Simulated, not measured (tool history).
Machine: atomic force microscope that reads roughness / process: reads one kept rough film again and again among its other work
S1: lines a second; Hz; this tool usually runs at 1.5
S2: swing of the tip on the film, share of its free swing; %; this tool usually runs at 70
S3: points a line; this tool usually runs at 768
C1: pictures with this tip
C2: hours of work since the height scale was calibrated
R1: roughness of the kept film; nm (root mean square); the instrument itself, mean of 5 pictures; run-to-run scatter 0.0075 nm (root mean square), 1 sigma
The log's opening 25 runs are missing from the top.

{"run": 26, "hour": 511.5, "S1": 0.53, "S2": 70, "S3": 423, "C1": 41, "C2": 397, "R1": 1.37}
{"run": 27, "hour": 538.7, "S1": 3.63, "S2": 70, "S3": 558, "C1": 73, "C2": 417, "R1": 1.132}
{"hour": 559.4, "done": "new tip fitted"}
{"run": 28, "hour": 568.1, "S1": 3.63, "S2": 70, "S3": 558, "C1": 10, "C2": 438, "R1": 1.436}
{"run": 29, "hour": 585.2, "S1": 3.63, "S2": 70, "S3": 558, "C1": 31, "C2": 450, "R1": 1.31}
{"run": 30, "hour": 606.8, "S1": 3.63, "S2": 76, "S3": 386, "C1": 56, "C2": 466, "R1": 1.125}
{"run": 31, "hour": 630.7, "S1": 2.03, "S2": 58, "S3": 495, "C1": 85, "C2": 483, "R1": 1.155}
{"hour": 641.6, "done": "new tip fitted"}
{"run": 32, "hour": 657.1, "S1": 2.03, "S2": 58, "S3": 495, "C1": 18, "C2": 502, "R1": 1.494}
{"run": 33, "hour": 671.4, "S1": 0.58, "S2": 56, "S3": 768, "C1": 35, "C2": 512, "R1": 1.424}
{"run": 34, "hour": 687.9, "S1": 0.58, "S2": 56, "S3": 768, "C1": 55, "C2": 524, "R1": 1.305}
{"run": 35, "hour": 703.8, "S1": 2.26, "S2": 74, "S3": 344, "C1": 74, "C2": 535, "R1": 1.112}
{"run": 36, "hour": 720.3, "S1": 1.17, "S2": 56, "S3": 865, "C1": 94, "C2": 547, "R1": 1.136}
{"hour": 723.6, "done": "height scale calibrated on a step standard"}
{"hour": 725.6, "done": "new tip fitted"}
{"run": 37, "hour": 743.0, "S1": 2.18, "S2": 60, "S3": 768, "C1": 21, "C2": 14, "R1": 1.449}
{"run": 38, "hour": 756.8, "S1": 2.94, "S2": 70, "S3": 951, "C1": 37, "C2": 24, "R1": 1.286}
{"run": 39, "hour": 784.7, "S1": 2.43, "S2": 62, "S3": 1018, "C1": 71, "C2": 44, "R1": 1.196}

Run 40, settings as shown, results not yet in. Your forecast:
{"hour": 808.0, "done": "new tip fitted"}
{"run": 40, "hour": 813.2, "S1": 2.43, "S2": 62, "S3": 1018, "C1": 6, "C2": 64, "R1": "?"}

R1: 1.534 nm (root mean square)
Take away the tool's hidden state, keep the run-to-run variation as it was, and the same run would have given R1 1.592 nm (root mean square).

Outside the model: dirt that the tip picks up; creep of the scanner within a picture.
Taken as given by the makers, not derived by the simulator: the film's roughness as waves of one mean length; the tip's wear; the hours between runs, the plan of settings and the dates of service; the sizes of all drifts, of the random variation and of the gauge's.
